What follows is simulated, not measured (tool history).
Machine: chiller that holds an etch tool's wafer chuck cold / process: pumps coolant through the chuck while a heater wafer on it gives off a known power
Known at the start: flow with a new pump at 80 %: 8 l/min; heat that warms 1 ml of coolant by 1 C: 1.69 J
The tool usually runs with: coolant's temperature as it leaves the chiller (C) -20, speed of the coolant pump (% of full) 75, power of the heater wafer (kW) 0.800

run,hour,coolant's temperature as it leaves the chiller (C),speed of the coolant pump (% of full),power of the heater wafer (kW),chuck's temperature once it has settled (C),how much warmer the coolant comes back (C)
1,0.0,-20,75,0.800,-9.3,3.86
2,26.2,-13,75,0.800,-2.5,3.84
3,42.8,-20,75,0.734,-9.9,3.47
4,73.9,-20,75,0.734,-10.3,3.53
5,94.0,-20,70,0.800,-8.8,4.17
6,108.3,-20,75,0.800,-9.1,3.87
7,125.8,-20,64,0.800,-7.9,4.61
8,142.6,-20,84,0.800,-10.0,3.38
9,169.5,-26,84,0.800,-16.1,3.32
10,185.7,-26,84,0.800,-16.2,3.39
11,209.3,-26,84,0.670,-17.7,2.84
12,238.6,-26,84,0.670,-17.6,2.82
13,253.2,-26,97,0.670,-18.3,2.37
14,271.0,-26,97,0.670,-18.4,2.46
15,297.7,-26,97,0.670,-18.2,2.43
16,322.3,-24,63,1.165,-6.2,6.81
17,348.1,-22,78,0.725,-12.6,3.29
18,372.6,-17,70,0.927,-3.7,4.87
19,396.0,-20,75,1.125,-4.8,5.42
20,411.3,-12,88,1.125,1.5,4.48
21,432.8,-12,88,1.125,1.5,4.49

Selected run-to-run steps in chuck's temperature once it has settled (C), each split into two signed amounts: the part the tool would show with no hidden state at all (from settings, incoming material and random variation), and the remainder, which goes to the hidden state together with any gauge scatter not common to the measured and the hidden-state-free results:
What the log doesn't record here: heat passed by the chuck's channels, % of clean ones'; flow at a given pump speed, % of a new pump's; coolant's true temperature over the reading, C; drift of the gauge itself on chuck_c, C; drift of the gauge itself on warmer_back_c, C.
Run 15 -> 16: coolant's temperature as it leaves the chiller (C) -26 -> -24, speed of the coolant pump (% of full) 97 -> 63, power of the heater wafer (kW) 0.670 -> 1.165. chuck's temperature once it has settled (C) +12.0: hidden state +0.3, all else +11.7.
Run 16 -> 17: coolant's temperature as it leaves the chiller (C) -24 -> -22, speed of the coolant pump (% of full) 63 -> 78, power of the heater wafer (kW) 1.165 -> 0.725. chuck's temperature once it has settled (C) -6.4: hidden state -0.2, all else -6.2.
Run 17 -> 18: coolant's temperature as it leaves the chiller (C) -22 -> -17, speed of the coolant pump (% of full) 78 -> 70, power of the heater wafer (kW) 0.725 -> 0.927. chuck's temperature once it has settled (C) +8.9: hidden state +0.1, all else +8.8.
